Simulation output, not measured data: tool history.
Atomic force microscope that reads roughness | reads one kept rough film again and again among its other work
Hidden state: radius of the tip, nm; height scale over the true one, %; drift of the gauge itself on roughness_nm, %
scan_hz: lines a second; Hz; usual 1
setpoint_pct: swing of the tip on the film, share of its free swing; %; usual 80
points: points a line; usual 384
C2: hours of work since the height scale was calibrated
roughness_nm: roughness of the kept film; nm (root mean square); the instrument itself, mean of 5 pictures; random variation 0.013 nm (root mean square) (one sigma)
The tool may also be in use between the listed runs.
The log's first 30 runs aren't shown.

{"run": 31, "hour": 839.2, "scan_hz": 1.74, "setpoint_pct": 83, "points": 429, "pictures with this tip": 145, "C2": 1460, "roughness_nm": 2.571}
{"hour": 861.4, "done": "new tip fitted"}
{"run": 32, "hour": 867.9, "scan_hz": 3.08, "setpoint_pct": 72, "points": 828, "pictures with this tip": 8, "C2": 1483, "roughness_nm": 2.772}
{"run": 33, "hour": 886.9, "scan_hz": 2.71, "setpoint_pct": 65, "points": 445, "pictures with this tip": 34, "C2": 1498, "roughness_nm": 2.862}
{"run": 34, "hour": 913.7, "scan_hz": 2.71, "setpoint_pct": 65, "points": 445, "pictures with this tip": 70, "C2": 1519, "roughness_nm": 2.841}
{"run": 35, "hour": 934.7, "scan_hz": 2.71, "setpoint_pct": 65, "points": 445, "pictures with this tip": 99, "C2": 1536, "roughness_nm": 2.777}
{"run": 36, "hour": 964.6, "scan_hz": 2.71, "setpoint_pct": 65, "points": 445, "pictures with this tip": 139, "C2": 1560, "roughness_nm": 2.691}
{"run": 37, "hour": 982.8, "scan_hz": 1.72, "setpoint_pct": 79, "points": 260, "pictures with this tip": 164, "C2": 1575, "roughness_nm": 2.575}
{"hour": 991.9, "done": "new tip fitted"}
{"run": 38, "hour": 1020.5, "scan_hz": 1.72, "setpoint_pct": 84, "points": 800, "pictures with this tip": 39, "C2": 1604, "roughness_nm": 2.717}
{"run": 39, "hour": 1052.5, "scan_hz": 3.36, "setpoint_pct": 62, "points": 586, "pictures with this tip": 82, "C2": 1630, "roughness_nm": 2.784}
{"run": 40, "hour": 1091.2, "scan_hz": 3.36, "setpoint_pct": 62, "points": 586, "pictures with this tip": 135, "C2": 1661, "roughness_nm": 2.707}
{"run": 41, "hour": 1110.6, "scan_hz": 3.69, "setpoint_pct": 87, "points": 704, "pictures with this tip": 161, "C2": 1676, "roughness_nm": 2.128}

3 ways to go on from here, each from the tool as it stands after run 41. What would each give?
{"hour": 1121.2, "done": "new tip fitted"}
{"run": "A", "hour": 1142.9, "scan_hz": 3.69, "setpoint_pct": 56, "points": 287, "pictures with this tip": 30, "C2": 1702, "roughness_nm": "?"}
{"hour": 1121.2, "done": "new tip fitted"}
{"run": "B", "hour": 1142.9, "scan_hz": 2.49, "setpoint_pct": 87, "points": 704, "pictures with this tip": 30, "C2": 1702, "roughness_nm": "?"}
{"hour": 1121.2, "done": "new tip fitted"}
{"run": "C", "hour": 1142.9, "scan_hz": 1, "setpoint_pct": 80, "points": 789, "pictures with this tip": 30, "C2": 1702, "roughness_nm": "?"}

run=A roughness_nm=2.926
run=B roughness_nm=2.492
run=C roughness_nm=2.907
Without the tool's hidden state the same runs would have given:
run=A roughness_nm=3.039
run=B roughness_nm=2.589
run=C roughness_nm=3.02
